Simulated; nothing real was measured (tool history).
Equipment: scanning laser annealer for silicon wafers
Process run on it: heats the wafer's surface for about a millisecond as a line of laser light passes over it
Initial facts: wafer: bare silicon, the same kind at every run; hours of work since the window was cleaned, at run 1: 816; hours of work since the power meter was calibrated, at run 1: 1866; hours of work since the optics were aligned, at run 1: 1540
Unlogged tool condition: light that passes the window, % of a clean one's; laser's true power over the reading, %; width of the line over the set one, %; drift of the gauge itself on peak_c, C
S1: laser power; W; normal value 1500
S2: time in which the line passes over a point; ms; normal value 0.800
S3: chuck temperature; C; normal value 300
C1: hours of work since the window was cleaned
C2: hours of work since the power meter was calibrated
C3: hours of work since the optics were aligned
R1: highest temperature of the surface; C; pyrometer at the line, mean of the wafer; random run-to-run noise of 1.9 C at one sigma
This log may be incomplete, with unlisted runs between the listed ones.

run	day	S1	S2	S3	C1	C2	C3	R1
1	0.000	1500	0.800	300	816	1866	1540	1095
# day 1.925: optics aligned, line set to its width
2	2.567	1500	0.800	300	858	1908	11	1097
# day 4.242: window over the wafer cleaned
3	4.762	1500	0.800	300	9	1945	49	1067
4	7.904	1500	0.800	300	65	2001	104	1061
5	9.688	1500	0.800	300	96	2032	136	1058
6	11.812	1500	0.800	300	134	2070	173	1056
7	14.088	1500	0.800	300	174	2110	213	1053
# day 17.025: window over the wafer cleaned, once more
8	17.167	1500	0.800	300	3	2163	266	1155
9	19.254	1500	0.800	300	39	2200	303	1153
10	21.733	1577	0.800	300	83	2244	347	1202
11	25.871	1577	0.800	300	156	2317	420	1198
12	28.142	1500	0.631	300	196	2357	460	1037
13	30.412	1500	0.631	300	237	2397	500	1029
14	33.921	1500	0.631	300	299	2459	562	1025
15	36.796	1500	0.800	300	349	2510	613	1132
16	39.700	1500	0.800	300	401	2561	664	1129
17	42.367	1500	0.800	300	448	2608	712	1129
18	44.983	1500	0.800	324	494	2655	758	1148
19	47.146	1500	0.592	300	532	2693	796	988
20	49.521	1500	0.592	300	574	2735	838	984
21	53.250	1590	0.826	266	640	2801	904	1159
22	56.562	1590	0.826	266	699	2859	962	1151
23	59.629	1500	0.729	300	753	2913	1017	1063
24	61.750	1556	0.832	300	790	2951	1054	1159
25	64.108	1312	0.854	290	832	2992	1096	1000
26	66.512	1312	0.723	290	874	3035	1138	931
# day 67.271: window over the wafer cleaned
27	70.029	1500	0.804	297	49	3096	1199	1153
28	73.925	1631	0.690	297	118	3164	1268	1157
29	75.646	1455	0.644	271	148	3195	1298	987
30	78.617	1599	0.644	302	200	3247	1351	1104
31	81.512	1599	0.644	302	252	3298	1402	1100
32	84.879	1604	0.742	300	311	3358	1461	1165
33	88.338	1604	0.742	300	372	3419	1522	1161
34	90.008	1473	0.566	327	402	3448	1552	989
# day 91.200: optics aligned, line set to its width
35	92.962	1473	0.566	327	450	3497	31	990
36	94.800	1500	0.800	302	483	3529	64	1127

The next listed run, before its measurement:
37	98.154	1500	0.800	302	542	3589	123	?

For run 37 the tool returned R1 1131 C.
Were there no unlogged condition in the tool, this run, its random variation unchanged, would have produced R1 1153 C.
